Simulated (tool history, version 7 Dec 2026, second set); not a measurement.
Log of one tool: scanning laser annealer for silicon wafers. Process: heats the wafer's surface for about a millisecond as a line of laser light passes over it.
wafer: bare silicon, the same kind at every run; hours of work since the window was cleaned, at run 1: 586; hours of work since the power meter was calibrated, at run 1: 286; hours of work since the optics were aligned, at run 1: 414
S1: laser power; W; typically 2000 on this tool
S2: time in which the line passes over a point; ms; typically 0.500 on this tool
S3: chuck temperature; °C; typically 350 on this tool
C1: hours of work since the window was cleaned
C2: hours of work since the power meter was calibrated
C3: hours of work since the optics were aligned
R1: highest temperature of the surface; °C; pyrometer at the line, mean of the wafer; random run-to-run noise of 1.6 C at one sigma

Run 1, hour 0.0: usual settings; C1 586; C2 286; C3 414. Result: R1 1115 °C.
At hour 19.1: window over the wafer cleaned.
Run 2, hour 24.9: usual settings; C1 5; C2 304; C3 432. Result: R1 1132 °C.
Run 3, hour 50.1: usual settings; C1 24; C2 324; C3 451. Result: R1 1131 °C.
Run 4, hour 89.8: usual settings; C1 55; C2 355; C3 483. Result: R1 1131 °C.
Run 5, hour 128.1: usual settings but S2 0.522 ms; C1 85; C2 385; C3 513. Result: R1 1148 °C.
Run 6, hour 166.2: usual settings but S3 338 °C; C1 115; C2 415; C3 542. Result: R1 1120 °C.
Run 7, hour 207.1: usual settings but S2 0.382 ms, S3 338 °C; C1 147; C2 447; C3 574. Result: R1 1008 °C.
Run 8, hour 245.2: usual settings but S3 382 °C; C1 177; C2 477; C3 604. Result: R1 1159 °C.
Run 9, hour 283.1: usual settings but S3 382 °C; C1 207; C2 507; C3 634. Result: R1 1157 °C.
Run 10, hour 312.4: usual settings but S3 382 °C; C1 230; C2 530; C3 657. Result: R1 1158 °C.
Run 11, hour 335.9: usual settings but S1 1992 W; C1 248; C2 548; C3 675. Result: R1 1123 °C.
Run 12, hour 363.6: usual settings but S1 1992 W, S3 344 °C; C1 270; C2 570; C3 697. Result: R1 1117 °C.
Run 13, hour 401.3: usual settings but S1 1992 W, S3 344 °C; C1 299; C2 599; C3 727. Result: R1 1114 °C.
Run 14, hour 437.3: usual settings but S2 0.395 ms; C1 328; C2 627; C3 755. Result: R1 1032 °C.
Run 15, hour 468.9: usual settings but S2 0.395 ms; C1 352; C2 652; C3 779. Result: R1 1029 °C.
Run 16, hour 495.7: usual settings but S2 0.395 ms; C1 373; C2 673; C3 800. Result: R1 1030 °C.
Run 17, hour 515.8: usual settings but S2 0.395 ms, S3 319 °C; C1 389; C2 689; C3 816. Result: R1 995 °C.
Run 18, hour 555.5: usual settings but S2 0.395 ms, S3 319 °C; C1 420; C2 720; C3 847. Result: R1 994 °C.
Run 19, hour 577.1: usual settings but S2 0.395 ms, S3 319 °C; C1 437; C2 737; C3 864. Result: R1 997 °C.
Run 20, hour 608.2: usual settings but S1 2190 W, S2 0.395 ms, S3 330 °C; C1 461; C2 761; C3 889. Result: R1 1064 °C.
Run 21, hour 635.9: usual settings but S1 1965 W, S2 0.551 ms, S3 310 °C; C1 483; C2 783; C3 910. Result: R1 1105 °C.
Run 22, hour 674.0: usual settings but S1 1965 W, S2 0.551 ms, S3 310 °C; C1 513; C2 813; C3 940. Result: R1 1108 °C.
Run 23, hour 691.2: usual settings but S1 1965 W, S2 0.551 ms, S3 310 °C; C1 526; C2 826; C3 954. Result: R1 1107 °C.
Run 24, hour 724.6: usual settings but S1 1965 W, S2 0.551 ms, S3 310 °C; C1 553; C2 852; C3 980. Result: R1 1106 °C.
Run 25, hour 753.4: usual settings but S1 1809 W, S2 0.585 ms, S3 322 °C; C1 575; C2 875; C3 1002. Result: R1 1082 °C.
Run 26, hour 784.3: usual settings but S1 1809 W, S2 0.423 ms, S3 322 °C; C1 599; C2 899; C3 1027. Result: R1 956 °C.
At hour 788.5: window over the wafer cleaned.
Run 27, hour 820.7: usual settings but S1 1809 W, S2 0.423 ms, S3 322 °C; C1 25; C2 926; C3 1053. Result: R1 970 °C.
At hour 853.0: optics aligned, line set to its width.
Run 28, hour 862.4: usual settings but S1 1830 W, S2 0.606 ms, S3 384 °C; C1 54; C2 955; C3 7. Result: R1 1185 °C.
Run 29, hour 880.5: usual settings but S3 324 °C; C1 68; C2 969; C3 22. Result: R1 1109 °C.
Run 30, hour 913.7: usual settings but S1 2072 W, S2 0.505 ms; C1 94; C2 995; C3 48. Result: R1 1161 °C.
Run 31, hour 946.6: usual settings but S1 1896 W, S2 0.505 ms, S3 363 °C; C1 120; C2 1021; C3 73. Result: R1 1109 °C.
Run 32, hour 982.2: usual settings but S1 1896 W, S2 0.504 ms, S3 360 °C; C1 148; C2 1049; C3 101. Result: R1 1106 °C.
Run 33, hour 1002.2: usual settings but S1 1896 W, S2 0.504 ms, S3 360 °C; C1 163; C2 1064; C3 117. Result: R1 1101 °C.

Forecast run 34:
Run 34, hour 1023.1: usual settings but S1 1896 W, S2 0.504 ms, S3 360 °C; C1 180; C2 1081; C3 133. Result: R1 ?.

{"run 34": {"R1": 1108}}
If the tool had no hidden condition, the same run with the same run-to-run variation would have returned R1 1113 °C.
